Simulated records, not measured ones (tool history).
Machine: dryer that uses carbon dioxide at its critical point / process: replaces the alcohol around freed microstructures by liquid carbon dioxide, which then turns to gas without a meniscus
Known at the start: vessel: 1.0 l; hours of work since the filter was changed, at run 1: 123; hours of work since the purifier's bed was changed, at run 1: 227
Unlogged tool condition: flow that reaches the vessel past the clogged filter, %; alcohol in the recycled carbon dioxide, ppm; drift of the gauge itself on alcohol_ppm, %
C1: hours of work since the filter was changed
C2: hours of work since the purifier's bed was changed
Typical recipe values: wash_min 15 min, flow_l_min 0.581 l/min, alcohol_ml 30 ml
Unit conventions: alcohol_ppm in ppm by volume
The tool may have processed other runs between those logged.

run 1 hour=0.0 | wash_min=15 flow_l_min=0.581 alcohol_ml=30 | C1=123 C2=227 | alcohol_ppm=65
run 2 hour=31.8 | wash_min=15 flow_l_min=0.581 alcohol_ml=32 | C1=133 C2=237 | alcohol_ppm=88
run 3 hour=90.6 | wash_min=15 flow_l_min=0.637 alcohol_ml=30 | C1=152 C2=255 | alcohol_ppm=66
run 4 hour=126.5 | wash_min=15 flow_l_min=0.637 alcohol_ml=30 | C1=163 C2=266 | alcohol_ppm=70
run 5 hour=185.7 | wash_min=15 flow_l_min=0.581 alcohol_ml=30 | C1=181 C2=285 | alcohol_ppm=89
run 6 hour=213.2 | wash_min=15 flow_l_min=0.568 alcohol_ml=30 | C1=190 C2=293 | alcohol_ppm=95
run 7 hour=268.9 | wash_min=15 flow_l_min=0.568 alcohol_ml=30 | C1=207 C2=311 | alcohol_ppm=85
run 8 hour=325.5 | wash_min=15 flow_l_min=0.770 alcohol_ml=30 | C1=225 C2=328 | alcohol_ppm=78
run 9 hour=360.1 | wash_min=15 flow_l_min=0.581 alcohol_ml=30 | C1=236 C2=339 | alcohol_ppm=102
run 10 hour=400.1 | wash_min=15 flow_l_min=0.581 alcohol_ml=47 | C1=248 C2=351 | alcohol_ppm=103
run 11 hour=448.2 | wash_min=15 flow_l_min=0.581 alcohol_ml=47 | C1=263 C2=366 | alcohol_ppm=122
run 12 hour=484.3 | wash_min=15 flow_l_min=0.581 alcohol_ml=47 | C1=274 C2=378 | alcohol_ppm=131
run 13 hour=539.0 | wash_min=15 flow_l_min=0.581 alcohol_ml=30 | C1=291 C2=395 | alcohol_ppm=99
run 14 hour=597.5 | wash_min=15 flow_l_min=0.581 alcohol_ml=30 | C1=310 C2=413 | alcohol_ppm=115
run 15 hour=649.9 | wash_min=15 flow_l_min=0.581 alcohol_ml=24 | C1=326 C2=429 | alcohol_ppm=106
-- hour=665.7 inlet filter changed
run 16 hour=703.0 | wash_min=15 flow_l_min=0.581 alcohol_ml=24 | C1=12 C2=446 | alcohol_ppm=116
run 17 hour=746.2 | wash_min=9 flow_l_min=0.943 alcohol_ml=51 | C1=25 C2=459 | alcohol_ppm=132
run 18 hour=781.7 | wash_min=9 flow_l_min=0.625 alcohol_ml=51 | C1=36 C2=470 | alcohol_ppm=437
run 19 hour=807.7 | wash_min=15 flow_l_min=0.449 alcohol_ml=30 | C1=44 C2=478 | alcohol_ppm=188
run 20 hour=846.1 | wash_min=9 flow_l_min=0.565 alcohol_ml=30 | C1=56 C2=490 | alcohol_ppm=435
run 21 hour=882.3 | wash_min=9 flow_l_min=0.565 alcohol_ml=30 | C1=67 C2=501 | alcohol_ppm=448
run 22 hour=908.2 | wash_min=9 flow_l_min=0.379 alcohol_ml=73 | C1=76 C2=509 | alcohol_ppm=3672
run 23 hour=956.6 | wash_min=9 flow_l_min=0.379 alcohol_ml=73 | C1=91 C2=525 | alcohol_ppm=3825
run 24 hour=995.0 | wash_min=9 flow_l_min=0.379 alcohol_ml=73 | C1=103 C2=537 | alcohol_ppm=3808
run 25 hour=1022.7 | wash_min=15 flow_l_min=0.727 alcohol_ml=30 | C1=111 C2=545 | alcohol_ppm=117
run 26 hour=1048.2 | wash_min=22 flow_l_min=0.758 alcohol_ml=30 | C1=119 C2=553 | alcohol_ppm=123
run 27 hour=1107.6 | wash_min=22 flow_l_min=0.758 alcohol_ml=30 | C1=138 C2=572 | alcohol_ppm=128
run 28 hour=1163.6 | wash_min=11 flow_l_min=0.614 alcohol_ml=104 | C1=155 C2=589 | alcohol_ppm=430
run 29 hour=1190.2 | wash_min=10 flow_l_min=0.371 alcohol_ml=42 | C1=163 C2=597 | alcohol_ppm=1813

A few steps of alcohol_ppm between consecutive runs. Split each: what settings, incoming material and random variation would produce without the hidden state, and what is left over for the hidden state, along with gauge scatter present in only one of the two compared results (measured, and without hidden state):
Run 21 -> 22: flow_l_min 0.565 -> 0.379, alcohol_ml 30 -> 73. alcohol_ppm +3224 ppm by volume: hidden state +183, all else +3041.
Run 24 -> 25: wash_min 9 -> 15, flow_l_min 0.379 -> 0.727, alcohol_ml 73 -> 30. alcohol_ppm -3691 ppm by volume: hidden state -285, all else -3406.

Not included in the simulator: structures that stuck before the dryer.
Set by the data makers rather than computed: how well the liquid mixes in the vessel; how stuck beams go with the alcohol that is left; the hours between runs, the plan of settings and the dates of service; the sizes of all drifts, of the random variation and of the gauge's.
